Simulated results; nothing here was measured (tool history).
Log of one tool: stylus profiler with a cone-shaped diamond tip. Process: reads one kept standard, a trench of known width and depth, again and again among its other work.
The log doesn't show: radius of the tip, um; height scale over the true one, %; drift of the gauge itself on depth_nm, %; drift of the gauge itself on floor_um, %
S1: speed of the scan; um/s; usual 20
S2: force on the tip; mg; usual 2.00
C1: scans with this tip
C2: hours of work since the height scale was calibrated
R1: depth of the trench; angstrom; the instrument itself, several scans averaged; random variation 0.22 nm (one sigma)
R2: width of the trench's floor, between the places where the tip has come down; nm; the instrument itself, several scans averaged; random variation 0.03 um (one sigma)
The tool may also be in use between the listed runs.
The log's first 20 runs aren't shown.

Run 21, hour 557.6: usual settings but S1 6 um/s; C1 9331; C2 1298. Result: R1 10119.1 angstrom, R2 45420 nm.
Run 22, hour 588.3: usual settings but S1 6 um/s; C1 9487; C2 1320. Result: R1 10123.8 angstrom, R2 45370 nm.
At hour 591.8: height scale calibrated on a step standard.
Run 23, hour 610.9: usual settings; C1 9600; C2 14. Result: R1 10069.8 angstrom, R2 45380 nm.
Run 24, hour 650.6: usual settings but S1 78 um/s, S2 2.07 mg; C1 9802; C2 42. Result: R1 10079.6 angstrom, R2 45170 nm.
Run 25, hour 685.1: usual settings but S1 7 um/s, S2 1.55 mg; C1 9978; C2 66. Result: R1 10062.7 angstrom, R2 45300 nm.
Run 26, hour 716.0: usual settings but S1 7 um/s, S2 1.55 mg; C1 10135; C2 88. Result: R1 10063.8 angstrom, R2 45320 nm.
Run 27, hour 740.8: usual settings but S1 7 um/s, S2 1.55 mg; C1 10262; C2 106. Result: R1 10066.9 angstrom, R2 45270 nm.
Run 28, hour 761.5: usual settings but S1 25 um/s, S2 2.34 mg; C1 10367; C2 120. Result: R1 10083.6 angstrom, R2 45290 nm.
Run 29, hour 786.7: usual settings but S1 28 um/s, S2 2.02 mg; C1 10496; C2 138. Result: R1 10075.8 angstrom, R2 45150 nm.
Run 30, hour 820.4: usual settings but S1 37 um/s, S2 3.26 mg; C1 10668; C2 162. Result: R1 10103.9 angstrom, R2 45190 nm.
Run 31, hour 847.5: usual settings but S1 65 um/s, S2 0.87 mg; C1 10806; C2 181. Result: R1 10051.1 angstrom, R2 45110 nm.
Run 32, hour 867.9: usual settings but S1 50 um/s, S2 0.89 mg; C1 10910; C2 196. Result: R1 10051.3 angstrom, R2 45120 nm.
Run 33, hour 904.1: usual settings but S1 19 um/s, S2 1.25 mg; C1 11094; C2 222. Result: R1 10062.6 angstrom, R2 45220 nm.
Run 34, hour 937.8: usual settings but S1 14 um/s, S2 3.31 mg; C1 11266; C2 245. Result: R1 10109.1 angstrom, R2 45230 nm.
Run 35, hour 958.5: usual settings but S1 14 um/s, S2 3.31 mg; C1 11371; C2 260. Result: R1 10109.4 angstrom, R2 45170 nm.
Run 36, hour 998.6: usual settings but S1 13 um/s, S2 2.22 mg; C1 11576; C2 289. Result: R1 10087.9 angstrom, R2 45170 nm.
Run 37, hour 1025.3: usual settings but S1 6 um/s, S2 1.27 mg; C1 11712; C2 307. Result: R1 10063.6 angstrom, R2 45160 nm.
Run 38, hour 1049.9: usual settings but S1 6 um/s, S2 1.06 mg; C1 11837; C2 325. Result: R1 10061.5 angstrom, R2 45190 nm.
Run 39, hour 1077.9: usual settings but S1 64 um/s, S2 1.06 mg; C1 11980; C2 345. Result: R1 10062.7 angstrom, R2 44970 nm.
Run 40, hour 1116.3: usual settings but S1 64 um/s, S2 1.06 mg; C1 12176; C2 372. Result: R1 10059.8 angstrom, R2 44950 nm.
Run 41, hour 1144.0: usual settings but S1 6 um/s, S2 1.05 mg; C1 12317; C2 392. Result: R1 10062.7 angstrom, R2 45090 nm.
Run 42, hour 1165.8: usual settings but S1 6 um/s, S2 1.05 mg; C1 12428; C2 407. Result: R1 10065.1 angstrom, R2 45090 nm.
Run 43, hour 1188.6: usual settings but S1 6 um/s, S2 1.05 mg; C1 12544; C2 423. Result: R1 10064.9 angstrom, R2 45100 nm.
Run 44, hour 1217.5: usual settings but S1 31 um/s, S2 3.05 mg; C1 12692; C2 444. Result: R1 10111.3 angstrom, R2 45060 nm.
Run 45, hour 1233.9: usual settings but S1 76 um/s, S2 2.48 mg; C1 12775; C2 455. Result: R1 10101.4 angstrom, R2 44900 nm.

4 ways to go on from here, each from the tool as it stands after run 45. What would each give?
Run A, hour 1259.6: usual settings but S1 5 um/s, S2 2.83 mg; C1 12906; C2 474. Result: R1 ?, R2 ?.
Run B, hour 1259.6: usual settings but S1 7 um/s, S2 1.17 mg; C1 12906; C2 474. Result: R1 ?, R2 ?.
Run C, hour 1259.6: usual settings but S1 76 um/s, S2 1.62 mg; C1 12906; C2 474. Result: R1 ?, R2 ?.
Run D, hour 1259.6: usual settings but S2 3.82 mg; C1 12906; C2 474. Result: R1 ?, R2 ?.

run       R1     R2
  A  10104.2  45050
  B  10069.1  45050
  C  10079.7  44890
  D  10131.0  45000
Without the tool's hidden state the same runs would have given:
run       R1     R2
  A  10080.8  46520
  B  10045.8  46530
  C  10056.3  46360
  D  10107.5  46480

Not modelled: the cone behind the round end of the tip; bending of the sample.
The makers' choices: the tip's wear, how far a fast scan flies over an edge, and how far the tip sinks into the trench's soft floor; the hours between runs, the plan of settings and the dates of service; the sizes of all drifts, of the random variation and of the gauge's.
